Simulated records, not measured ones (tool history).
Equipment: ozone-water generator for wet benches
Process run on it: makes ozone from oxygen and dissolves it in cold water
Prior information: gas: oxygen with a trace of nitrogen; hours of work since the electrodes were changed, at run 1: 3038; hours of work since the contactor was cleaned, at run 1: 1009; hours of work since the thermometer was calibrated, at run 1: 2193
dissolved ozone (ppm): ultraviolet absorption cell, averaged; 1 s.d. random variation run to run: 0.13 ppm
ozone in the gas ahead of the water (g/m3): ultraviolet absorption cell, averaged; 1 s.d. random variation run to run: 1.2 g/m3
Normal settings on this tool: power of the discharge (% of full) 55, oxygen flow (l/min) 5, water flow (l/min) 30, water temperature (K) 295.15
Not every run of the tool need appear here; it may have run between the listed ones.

| run | hour | power of the discharge (% of full) | oxygen flow (l/min) | water flow (l/min) | water temperature (K) | hours of work since the electrodes were changed | hours of work since the contactor was cleaned | hours of work since the thermometer was calibrated | dissolved ozone (ppm) | ozone in the gas ahead of the water (g/m3) |
|---|---|---|---|---|---|---|---|---|---|---|
| 1 | 0 | 55 | 5 | 30 | 295.15 | 3038 | 1009 | 2193 | 12.3 | 186.7 |
| 2 | 155 | 55 | 5 | 30 | 295.15 | 3132 | 1102 | 2287 | 12.5 | 184.8 |
| 3 | 234 | 55 | 7.1 | 30 | 295.15 | 3179 | 1150 | 2335 | 11.7 | 143.8 |
| 4 | 396.7 | 55 | 7.58 | 30 | 295.15 | 3278 | 1248 | 2433 | 11.6 | 137.4 |
| 5 | 477.9 | 55 | 7.58 | 30 | 289.15 | 3327 | 1297 | 2482 | 12.4 | 135.6 |
| 6 | 578 | 55 | 7.58 | 30 | 289.15 | 3387 | 1357 | 2542 | 12.2 | 135.7 |
| 7 | 700.3 | 55 | 7.58 | 30 | 289.15 | 3461 | 1431 | 2616 | 12.4 | 133.5 |
| 8 | 778.9 | 55 | 5 | 30 | 295.15 | 3508 | 1478 | 2663 | 12 | 180.2 |
| 9 | 956.7 | 55 | 5 | 30 | 300.15 | 3615 | 1586 | 2770 | 11.2 | 180.3 |
| 10 | 1068.5 | 55 | 5 | 30 | 299.15 | 3683 | 1653 | 2838 | 11.3 | 177.6 |
| 11 | 1147.7 | 55 | 5 | 37 | 299.15 | 3730 | 1701 | 2885 | 9.4 | 177.7 |
| 12 | 1320.7 | 55 | 5 | 37 | 299.15 | 3835 | 1805 | 2990 | 9.3 | 180.2 |
| 13 | 1400.4 | 66 | 5.14 | 30 | 289.15 | 3883 | 1853 | 3038 | 13.6 | 188.2 |
| 14 | 1533.9 | 89 | 5.14 | 24 | 289.15 | 3963 | 1934 | 3118 | 19.1 | 216 |
| 15 | 1697.3 | 89 | 5.14 | 24 | 289.15 | 4062 | 2032 | 3217 | 18.5 | 215.9 |
| 16 | 1842.7 | 82 | 5.14 | 24 | 288.15 | 4149 | 2120 | 3305 | 18.2 | 205.1 |
| 17 | 1938.9 | 61 | 5 | 30 | 294.15 | 4207 | 2178 | 3363 | 12.2 | 182 |
| 18 | 2082.8 | 55 | 6.8 | 27 | 298.15 | 4294 | 2265 | 3449 | 11.3 | 140.1 |
| 19 | 2271.5 | 55 | 8.06 | 30 | 294.15 | 4408 | 2378 | 3563 | 10.5 | 123.4 |
| 20 | 2444.2 | 55 | 8.06 | 30 | 303.15 | 4512 | 2483 | 3667 | 9.4 | 124.3 |
| 21 | 2523.7 | 55 | 8.06 | 30 | 303.15 | 4560 | 2530 | 3715 | 9.3 | 122.6 |

Some steps in dissolved ozone (ppm) between neighbouring runs. How much of each would the tool show without its hidden state too (settings, what came in, random variation), and how much is left for the hidden state, with any gauge scatter that isn't in both results?
Hidden state at play: yield of the discharge, % of new electrodes'; contactor's efficiency, % of a clean one's; true water temperature over the reading, C; drift of the gauge itself on ozone_ppm, %; drift of the gauge itself on gas_g_m3, %.
Run 13 -> 14: power of the discharge (% of full) 66 -> 89, water flow (l/min) 30 -> 24. dissolved ozone (ppm) +5.5: hidden state -2.2, all else +7.7.
Run 16 -> 17: power of the discharge (% of full) 82 -> 61, oxygen flow (l/min) 5.14 -> 5, water flow (l/min) 24 -> 30, water temperature (K) 288.15 -> 294.15. dissolved ozone (ppm) -6: hidden state +2.3, all else -8.3.
